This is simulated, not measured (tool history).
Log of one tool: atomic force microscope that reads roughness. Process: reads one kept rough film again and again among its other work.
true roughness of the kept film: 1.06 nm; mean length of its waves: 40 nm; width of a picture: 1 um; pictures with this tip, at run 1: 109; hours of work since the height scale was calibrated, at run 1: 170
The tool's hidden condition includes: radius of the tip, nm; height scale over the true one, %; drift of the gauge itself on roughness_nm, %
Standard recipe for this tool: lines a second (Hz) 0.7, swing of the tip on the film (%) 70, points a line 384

run     day  lines a second (Hz)  swing of the tip on the film (%)  points a line  pictures with this tip  hours of work since the height scale was calibrated  roughness of the kept film (nm (root mean square))
  1       0                  0.7                                70            384                     109                                                  170                                               0.974
      0.158  -- new tip fitted
  2   0.621                  0.7                                70            372                      11                                                  178                                               1.008
  3   1.092                  0.7                                70            372                      22                                                  184                                               1.005
  4     1.6                  0.7                                70            372                      35                                                  191                                               0.998
  5   2.133                  0.7                                70            372                      48                                                  198                                                0.99
  6   2.671                  0.7                                70            372                      61                                                  205                                                0.99
  7   3.046                  0.7                                70            372                      70                                                  210                                               0.987
  8   3.338                  0.7                                60            384                      77                                                  214                                               0.993
  9   3.779                  0.7                                60            384                      88                                                  220                                               0.983
 10   4.133                  0.7                                60            384                      97                                                  225                                               0.983
 11   4.446                  0.7                                70            384                     104                                                  229                                               0.973
      4.775  -- new tip fitted
 12   4.925                  0.7                                70            384                       4                                                  235                                               1.013
      5.004  -- height scale calibrated on a step standard
 13   5.225                  0.7                                70            384                      10                                                    3                                               1.005
 14     5.8                0.724                                70            384                      24                                                   11                                               1.004
 15   6.304                0.724                                70            384                      36                                                   17                                               0.999
 16   6.871                0.776                                65            384                      50                                                   25                                                   1
 17   7.421                3.073                                59            273                      64                                                   32                                                0.96
 18   7.808                3.073                                59            273                      73                                                   38                                               0.971
 19   8.183                3.073                                59            273                      82                                                   43                                               0.958
      8.692  -- height scale calibrated on a step standard, once more
 20   8.808                3.073                                59            273                      97                                                    2                                                0.96
 21   9.308                1.198                                65            562                     109                                                    8                                                0.97
      9.442  -- new tip fitted
 22   9.754                 1.29                                65            324                       7                                                   14                                               1.006
 23  10.025                2.386                                89            357                      14                                                   18                                               0.911
 24    10.3                2.386                                86            357                      21                                                   21                                               0.924
 25  10.729                2.019                                65            384                      31                                                   27                                               0.991
 26  11.271                2.019                                65            384                      44                                                   34                                               0.978
 27  11.571                1.926                                65            776                      52                                                   38                                                0.98
 28  11.912                3.094                                58            333                      60                                                   43                                               0.969
 29  12.467                3.094                                58            333                      74                                                   50                                               0.964

What if the next run were any one of these 3? Each begins from the tool's condition after run 29:
  A  12.796                1.384                                79            588                      82                                                   55                                                   ?
  B  12.796                3.094                                58            388                      82                                                   55                                                   ?
  C  12.796                1.037                                58            333                      82                                                   55                                                   ?

run  roughness of the kept film (nm (root mean square))
  A                                               0.954
  B                                               0.963
  C                                               0.979
With no hidden state in the tool, these same runs would have given:
run  roughness of the kept film (nm (root mean square))
  A                                               0.986
  B                                               0.995
  C                                               1.012

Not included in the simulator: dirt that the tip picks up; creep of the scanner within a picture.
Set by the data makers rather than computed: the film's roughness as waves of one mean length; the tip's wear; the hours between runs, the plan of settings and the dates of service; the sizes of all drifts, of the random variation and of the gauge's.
